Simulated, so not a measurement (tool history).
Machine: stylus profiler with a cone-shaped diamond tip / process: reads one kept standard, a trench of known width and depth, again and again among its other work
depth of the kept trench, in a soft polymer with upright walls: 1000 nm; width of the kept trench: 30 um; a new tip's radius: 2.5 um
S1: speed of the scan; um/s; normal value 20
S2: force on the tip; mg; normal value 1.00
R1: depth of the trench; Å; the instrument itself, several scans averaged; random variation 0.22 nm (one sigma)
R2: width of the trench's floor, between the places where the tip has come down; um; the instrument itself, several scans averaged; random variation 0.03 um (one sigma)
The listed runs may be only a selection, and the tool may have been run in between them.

| run | hour | S1 | S2 | R1 | R2 |
|---|---|---|---|---|---|
| 1 | 0.0 | 20 | 1.00 | 10049.1 | 24.86 |
| 2 | 113.4 | 43 | 1.00 | 10050.6 | 24.51 |
| 3 | 206.5 | 20 | 0.76 | 10041.2 | 24.48 |
| 4 | 265.2 | 20 | 0.76 | 10036.5 | 24.38 |
| 5 | 375.7 | 20 | 0.76 | 10035.4 | 24.28 |
| 6 | 437.1 | 20 | 1.00 | 10044.3 | 24.18 |
| 7 | 530.1 | 20 | 1.00 | 10044.8 | 24.11 |
| 8 | 629.8 | 20 | 1.00 | 10045.7 | 24.03 |
| 9 | 686.1 | 21 | 1.00 | 10038.8 | 23.91 |
| 10 | 762.0 | 21 | 1.00 | 10040.5 | 23.86 |
| 11 | 847.6 | 21 | 1.00 | 10040.3 | 23.68 |
| 12 | 956.8 | 20 | 1.00 | 10032.2 | 23.63 |
| 13 | 1066.2 | 20 | 1.00 | 10036.2 | 23.56 |
| 14 | 1183.3 | 20 | 1.00 | 10036.6 | 23.40 |
| 15 | 1255.5 | 20 | 1.00 | 10034.2 | 23.30 |
| 16 | 1363.4 | 20 | 1.00 | 10029.7 | 23.15 |
| 17 | 1444.4 | 15 | 1.00 | 10031.5 | 23.13 |
| 18 | 1527.8 | 15 | 1.00 | 10030.6 | 23.04 |
| 19 | 1607.3 | 15 | 1.00 | 10030.5 | 22.95 |
| 20 | 1710.5 | 15 | 1.00 | 10028.3 | 22.82 |
| 21 | 1815.4 | 15 | 0.83 | 10020.6 | 22.76 |
| 22 | 1921.8 | 20 | 1.00 | 10025.8 | 22.60 |
| 23 | 1986.7 | 13 | 1.00 | 10023.7 | 22.58 |
| 24 | 2076.9 | 10 | 0.61 | 10006.6 | 22.52 |
| 25 | 2194.0 | 79 | 0.92 | 10018.4 | 21.94 |
| 26 | 2248.2 | 19 | 0.84 | 10010.0 | 22.29 |
|  | 2278.6 | new tip fitted, height scale calibrated |
| 27 | 2362.2 | 39 | 0.34 | 10025.9 | 25.37 |
| 28 | 2481.5 | 20 | 1.32 | 10063.6 | 25.50 |
| 29 | 2533.9 | 29 | 0.36 | 10024.0 | 25.16 |
| 30 | 2621.6 | 34 | 1.31 | 10065.2 | 25.19 |
| 31 | 2718.5 | 41 | 2.57 | 10104.4 | 25.07 |
| 32 | 2767.9 | 21 | 0.87 | 10046.4 | 25.04 |
| 33 | 2842.5 | 13 | 0.47 | 10025.7 | 24.89 |
| 34 | 2926.0 | 7 | 0.77 | 10038.2 | 24.80 |
| 35 | 3003.0 | 9 | 1.41 | 10063.4 | 24.78 |
| 36 | 3056.2 | 9 | 1.41 | 10057.4 | 24.66 |
| 37 | 3159.4 | 50 | 0.80 | 10035.5 | 24.22 |
| 38 | 3234.0 | 50 | 0.80 | 10034.5 | 24.11 |
| 39 | 3337.1 | 24 | 1.86 | 10071.1 | 24.22 |
| 40 | 3399.5 | 24 | 1.86 | 10068.2 | 24.18 |
| 41 | 3474.1 | 24 | 1.86 | 10066.3 | 24.10 |
| 42 | 3537.9 | 22 | 0.69 | 10024.5 | 23.98 |
| 43 | 3615.0 | 22 | 0.47 | 10011.8 | 23.81 |
| 44 | 3691.1 | 22 | 0.47 | 10012.1 | 23.72 |
| 45 | 3796.2 | 40 | 0.71 | 10024.1 | 23.50 |
| 46 | 3869.1 | 40 | 0.71 | 10018.0 | 23.37 |

Below, some changes in R1 between adjacent runs. For each, the amount present without the hidden state too (settings, incoming material, random variation) and the amount remaining for the hidden state with gauge scatter not shared by both compared results:
Unlogged tool condition in this case: radius of the tip, um; height scale over the true one, %; drift of the gauge itself on depth_nm, %; drift of the gauge itself on floor_um, %.
Run 1 -> 2: S1 20 -> 43. R1 +1.5 Å: hidden state -1.8, all else +3.3.
Run 26 -> 27: S1 19 -> 39, S2 0.84 -> 0.34, new tip fitted, height scale calibrated. R1 +15.9 Å: hidden state +36.3, all else -20.4.
Run 27 -> 28: S1 39 -> 20, S2 0.34 -> 1.32. R1 +37.7 Å: hidden state -1.9, all else +39.6.
Run 29 -> 30: S1 29 -> 34, S2 0.36 -> 1.31. R1 +41.2 Å: hidden state -1.3, all else +42.5.
Run 31 -> 32: S1 41 -> 21, S2 2.57 -> 0.87. R1 -58.0 Å: hidden state -0.7, all else -57.3.
Run 41 -> 42: S1 24 -> 22, S2 1.86 -> 0.69. R1 -41.8 Å: hidden state -0.9, all else -40.9.
